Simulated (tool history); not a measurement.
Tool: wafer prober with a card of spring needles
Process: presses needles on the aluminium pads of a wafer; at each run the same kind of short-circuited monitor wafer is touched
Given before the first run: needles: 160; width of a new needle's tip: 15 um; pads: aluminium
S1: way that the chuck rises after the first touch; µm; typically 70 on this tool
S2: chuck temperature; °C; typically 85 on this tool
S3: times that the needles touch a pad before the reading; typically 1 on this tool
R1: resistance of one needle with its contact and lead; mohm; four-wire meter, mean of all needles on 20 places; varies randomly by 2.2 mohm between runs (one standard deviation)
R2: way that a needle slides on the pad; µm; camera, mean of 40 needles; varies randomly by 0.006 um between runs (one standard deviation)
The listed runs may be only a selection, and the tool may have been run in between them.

run	hour	S1	S2	S3	R1	R2
1	0.0	70	85	1	265	13.704
# hour 24.6: tips cleaned on abrasive film
# hour 53.4: tips cleaned on abrasive film
# hour 79.3: tips cleaned on abrasive film
2	79.3	70	85	1	246	13.665
# hour 91.5: height of the first contact set anew
# hour 107.7: tips cleaned on abrasive film
3	127.5	70	85	1	307	13.742
# hour 138.4: tips cleaned on abrasive film
# hour 166.4: tips cleaned on abrasive film
# hour 195.1: tips cleaned on abrasive film
4	209.9	70	85	1	305	13.704
# hour 221.4: tips cleaned on abrasive film
# hour 247.9: tips cleaned on abrasive film
5	251.7	70	85	1	272	13.697
# hour 278.4: tips cleaned on abrasive film
# hour 309.2: tips cleaned on abrasive film
# hour 321.8: height of the first contact set anew
6	325.2	70	28	1	298	13.757

Run 7, settings as shown, results not yet in. Your forecast:
# hour 335.7: tips cleaned on abrasive film
# hour 360.9: tips cleaned on abrasive film
# hour 387.5: tips cleaned on abrasive film
7	397.7	64	105	2	?	?

R1: 284 mohm
R2: 12.535 µm
With the hidden condition absent and the run-to-run variation left alone, this run would have shown R1 250 mohm, R2 12.566 µm.

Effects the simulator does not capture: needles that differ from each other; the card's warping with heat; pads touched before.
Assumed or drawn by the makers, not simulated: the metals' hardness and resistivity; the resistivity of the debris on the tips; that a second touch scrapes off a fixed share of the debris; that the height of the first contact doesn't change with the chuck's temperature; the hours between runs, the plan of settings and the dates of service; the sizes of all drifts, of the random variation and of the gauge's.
